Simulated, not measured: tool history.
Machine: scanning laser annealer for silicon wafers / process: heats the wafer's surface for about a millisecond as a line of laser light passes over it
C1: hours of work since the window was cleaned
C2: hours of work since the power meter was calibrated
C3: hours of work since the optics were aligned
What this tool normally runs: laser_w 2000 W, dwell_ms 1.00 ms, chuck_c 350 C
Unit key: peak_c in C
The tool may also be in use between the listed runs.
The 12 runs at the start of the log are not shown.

{"run": 13, "hour": 97.8, "laser_w": 2000, "dwell_ms": 1.0, "chuck_c": 328, "C1": 191, "C2": 191, "C3": 704, "peak_c": 1121}
{"run": 14, "hour": 105.1, "laser_w": 2000, "dwell_ms": 1.0, "chuck_c": 314, "C1": 195, "C2": 195, "C3": 708, "peak_c": 1103}
{"run": 15, "hour": 110.4, "laser_w": 2000, "dwell_ms": 1.0, "chuck_c": 314, "C1": 199, "C2": 199, "C3": 712, "peak_c": 1107}
{"run": 16, "hour": 120.9, "laser_w": 2000, "dwell_ms": 1.0, "chuck_c": 314, "C1": 205, "C2": 205, "C3": 718, "peak_c": 1104}
{"run": 17, "hour": 127.9, "laser_w": 2000, "dwell_ms": 0.93, "chuck_c": 314, "C1": 209, "C2": 209, "C3": 722, "peak_c": 1073}
{"run": 18, "hour": 134.3, "laser_w": 2000, "dwell_ms": 0.93, "chuck_c": 314, "C1": 213, "C2": 213, "C3": 726, "peak_c": 1074}
{"run": 19, "hour": 144.2, "laser_w": 2115, "dwell_ms": 0.95, "chuck_c": 360, "C1": 219, "C2": 219, "C3": 732, "peak_c": 1175}
{"run": 20, "hour": 151.0, "laser_w": 2000, "dwell_ms": 0.74, "chuck_c": 350, "C1": 223, "C2": 223, "C3": 736, "peak_c": 1027}
{"run": 21, "hour": 157.7, "laser_w": 2000, "dwell_ms": 0.97, "chuck_c": 350, "C1": 227, "C2": 227, "C3": 740, "peak_c": 1123}
{"run": 22, "hour": 169.2, "laser_w": 2024, "dwell_ms": 0.89, "chuck_c": 350, "C1": 234, "C2": 234, "C3": 747, "peak_c": 1101}
{"run": 23, "hour": 179.2, "laser_w": 1898, "dwell_ms": 1.08, "chuck_c": 344, "C1": 240, "C2": 240, "C3": 753, "peak_c": 1116}
{"run": 24, "hour": 184.1, "laser_w": 1898, "dwell_ms": 1.08, "chuck_c": 344, "C1": 243, "C2": 243, "C3": 756, "peak_c": 1113}
{"run": 25, "hour": 192.2, "laser_w": 2000, "dwell_ms": 0.99, "chuck_c": 350, "C1": 248, "C2": 248, "C3": 761, "peak_c": 1131}
{"run": 26, "hour": 198.3, "laser_w": 2000, "dwell_ms": 0.99, "chuck_c": 316, "C1": 252, "C2": 252, "C3": 765, "peak_c": 1097}
{"run": 27, "hour": 204.7, "laser_w": 1789, "dwell_ms": 1.04, "chuck_c": 370, "C1": 256, "C2": 256, "C3": 769, "peak_c": 1073}
{"run": 28, "hour": 210.5, "laser_w": 1933, "dwell_ms": 1.22, "chuck_c": 326, "C1": 259, "C2": 259, "C3": 772, "peak_c": 1158}
{"run": 29, "hour": 221.0, "laser_w": 1933, "dwell_ms": 1.22, "chuck_c": 326, "C1": 266, "C2": 266, "C3": 778, "peak_c": 1161}
{"run": 30, "hour": 229.5, "laser_w": 1911, "dwell_ms": 1.17, "chuck_c": 324, "C1": 271, "C2": 271, "C3": 784, "peak_c": 1125}
{"hour": 244.6, "done": "optics aligned, line set to its width"}
{"run": 31, "hour": 245.1, "laser_w": 2146, "dwell_ms": 1.0, "chuck_c": 350, "C1": 277, "C2": 277, "C3": 0, "peak_c": 1210}
{"run": 32, "hour": 253.3, "laser_w": 2077, "dwell_ms": 1.09, "chuck_c": 350, "C1": 282, "C2": 282, "C3": 5, "peak_c": 1222}
{"run": 33, "hour": 263.4, "laser_w": 2077, "dwell_ms": 1.09, "chuck_c": 350, "C1": 288, "C2": 288, "C3": 11, "peak_c": 1219}

Predict each of these 4 candidate next runs independently; none follows another, all start after run 33:
{"run": "A", "hour": 268.3, "laser_w": 2077, "dwell_ms": 1.09, "chuck_c": 374, "C1": 291, "C2": 291, "C3": 14, "peak_c": "?"}
{"run": "B", "hour": 268.3, "laser_w": 2000, "dwell_ms": 1.0, "chuck_c": 315, "C1": 291, "C2": 291, "C3": 14, "peak_c": "?"}
{"run": "C", "hour": 268.3, "laser_w": 2080, "dwell_ms": 1.05, "chuck_c": 374, "C1": 291, "C2": 291, "C3": 14, "peak_c": "?"}
{"run": "D", "hour": 268.3, "laser_w": 1754, "dwell_ms": 1.0, "chuck_c": 350, "C1": 291, "C2": 291, "C3": 14, "peak_c": "?"}

run=A peak_c=1244
run=B peak_c=1112
run=C peak_c=1228
run=D peak_c=1036
Without the tool's unlogged condition, the same runs would have read:
run=A peak_c=1270
run=B peak_c=1136
run=C peak_c=1254
run=D peak_c=1057
